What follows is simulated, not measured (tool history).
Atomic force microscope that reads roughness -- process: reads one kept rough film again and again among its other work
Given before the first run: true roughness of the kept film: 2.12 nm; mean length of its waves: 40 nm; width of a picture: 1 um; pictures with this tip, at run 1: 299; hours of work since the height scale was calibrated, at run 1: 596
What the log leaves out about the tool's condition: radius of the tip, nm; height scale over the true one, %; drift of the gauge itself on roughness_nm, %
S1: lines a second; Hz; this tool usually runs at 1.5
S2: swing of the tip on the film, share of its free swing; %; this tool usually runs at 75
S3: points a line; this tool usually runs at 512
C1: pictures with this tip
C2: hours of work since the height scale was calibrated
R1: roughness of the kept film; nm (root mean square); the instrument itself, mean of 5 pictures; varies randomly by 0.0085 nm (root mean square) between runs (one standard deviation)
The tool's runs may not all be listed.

| run | hour | S1 | S2 | S3 | C1 | C2 | R1 |
|---|---|---|---|---|---|---|---|
| 1 | 0 | 1.5 | 75 | 512 | 299 | 596 | 1.691 |
| 2 | 20.2 | 1.5 | 75 | 512 | 337 | 607 | 1.681 |
|  | 28 | new tip fitted |
| 3 | 32.4 | 1.5 | 75 | 512 | 8 | 614 | 1.882 |
| 4 | 45.7 | 1.5 | 75 | 434 | 33 | 622 | 1.83 |
| 5 | 63.4 | 2.46 | 75 | 512 | 67 | 632 | 1.742 |
| 6 | 83.3 | 2.46 | 75 | 512 | 104 | 643 | 1.707 |
| 7 | 97.4 | 1.5 | 75 | 512 | 131 | 651 | 1.793 |
| 8 | 123.1 | 1.5 | 75 | 512 | 179 | 666 | 1.746 |
| 9 | 139 | 0.58 | 75 | 512 | 209 | 675 | 1.823 |
| 10 | 158.4 | 0.58 | 75 | 512 | 245 | 686 | 1.797 |
| 11 | 182 | 0.58 | 75 | 512 | 290 | 700 | 1.774 |
| 12 | 198.8 | 1.01 | 75 | 512 | 321 | 709 | 1.708 |
|  | 214.8 | new tip fitted |
| 13 | 225.2 | 1.5 | 75 | 512 | 19 | 724 | 1.869 |
| 14 | 243.4 | 1.5 | 71 | 512 | 53 | 734 | 1.87 |
| 15 | 263.5 | 1.5 | 71 | 512 | 91 | 746 | 1.862 |
| 16 | 285.1 | 1.5 | 71 | 512 | 132 | 758 | 1.823 |
| 17 | 299.7 | 1.5 | 71 | 512 | 159 | 767 | 1.813 |
| 18 | 318.7 | 1.5 | 71 | 354 | 195 | 777 | 1.778 |
| 19 | 338 | 1.5 | 71 | 354 | 231 | 788 | 1.763 |
| 20 | 351 | 1.5 | 75 | 512 | 256 | 796 | 1.712 |
| 21 | 372.9 | 0.5 | 75 | 512 | 297 | 808 | 1.786 |
| 22 | 389.3 | 0.5 | 84 | 276 | 328 | 818 | 1.717 |
|  | 403.2 | new tip fitted |
| 23 | 417.1 | 0.5 | 84 | 276 | 26 | 833 | 1.933 |
| 24 | 442.3 | 0.7 | 88 | 276 | 74 | 848 | 1.849 |
| 25 | 468.8 | 0.7 | 88 | 276 | 123 | 863 | 1.808 |
| 26 | 482.2 | 0.7 | 88 | 276 | 149 | 871 | 1.794 |
| 27 | 507.6 | 0.7 | 77 | 986 | 196 | 885 | 1.842 |
| 28 | 529.9 | 1.5 | 75 | 862 | 238 | 898 | 1.723 |
| 29 | 553.3 | 0.53 | 85 | 425 | 282 | 911 | 1.758 |
| 30 | 567 | 2.37 | 56 | 491 | 308 | 919 | 1.745 |
| 31 | 589.1 | 1.5 | 78 | 527 | 350 | 932 | 1.629 |
|  | 591.3 | new tip fitted |
| 32 | 605 | 1.5 | 78 | 527 | 26 | 941 | 1.858 |
| 33 | 630.4 | 1.94 | 88 | 433 | 73 | 955 | 1.638 |
| 34 | 655.5 | 0.95 | 75 | 512 | 121 | 969 | 1.878 |
| 35 | 668.6 | 3.5 | 90 | 450 | 145 | 977 | 1.349 |
| 36 | 684.6 | 1.07 | 75 | 512 | 175 | 986 | 1.823 |
| 37 | 705.1 | 0.54 | 57 | 841 | 214 | 998 | 1.885 |
| 38 | 732.6 | 0.54 | 57 | 841 | 266 | 1014 | 1.85 |
| 39 | 755.7 | 0.58 | 73 | 657 | 309 | 1027 | 1.79 |
|  | 779.3 | new tip fitted |
| 40 | 782.2 | 0.58 | 73 | 657 | 5 | 1042 | 2.019 |
| 41 | 795.6 | 0.58 | 73 | 657 | 30 | 1049 | 1.977 |

What differs in the tool's unlogged condition from the final listed run ahead of each entry between runs to the first listed run following it?
After run 2, before run 3: new tip fitted (hour 28)
  radius of the tip, nm: 31.4 -> 8.3; height scale over the true one, %: 0.77 -> 0.79
  measured value less the no-hidden-state value, R1: -0.192 -> +0.003 nm (root mean square)
After run 12, before run 13: new tip fitted (hour 214.8)
  radius of the tip, nm: 33.3 -> 8.6; height scale over the true one, %: 0.94 -> 0.96
  measured value less the no-hidden-state value, R1: -0.208 -> +0.003 nm (root mean square)
After run 22, before run 23: new tip fitted (hour 403.2)
  radius of the tip, nm: 33.3 -> 9.3; height scale over the true one, %: 1.11 -> 1.14
  measured value less the no-hidden-state value, R1: -0.207 -> +0 nm (root mean square)
After run 31, before run 32: new tip fitted (hour 591.3)
  radius of the tip, nm: 35 -> 9.2; height scale over the true one, %: 1.3 -> 1.31
  measured value less the no-hidden-state value, R1: -0.206 -> +0.003 nm (root mean square)
After run 39, before run 40: new tip fitted (hour 779.3)
  radius of the tip, nm: 31.2 -> 8; height scale over the true one, %: 1.45 -> 1.48
  measured value less the no-hidden-state value, R1: -0.19 -> +0.02 nm (root mean square)

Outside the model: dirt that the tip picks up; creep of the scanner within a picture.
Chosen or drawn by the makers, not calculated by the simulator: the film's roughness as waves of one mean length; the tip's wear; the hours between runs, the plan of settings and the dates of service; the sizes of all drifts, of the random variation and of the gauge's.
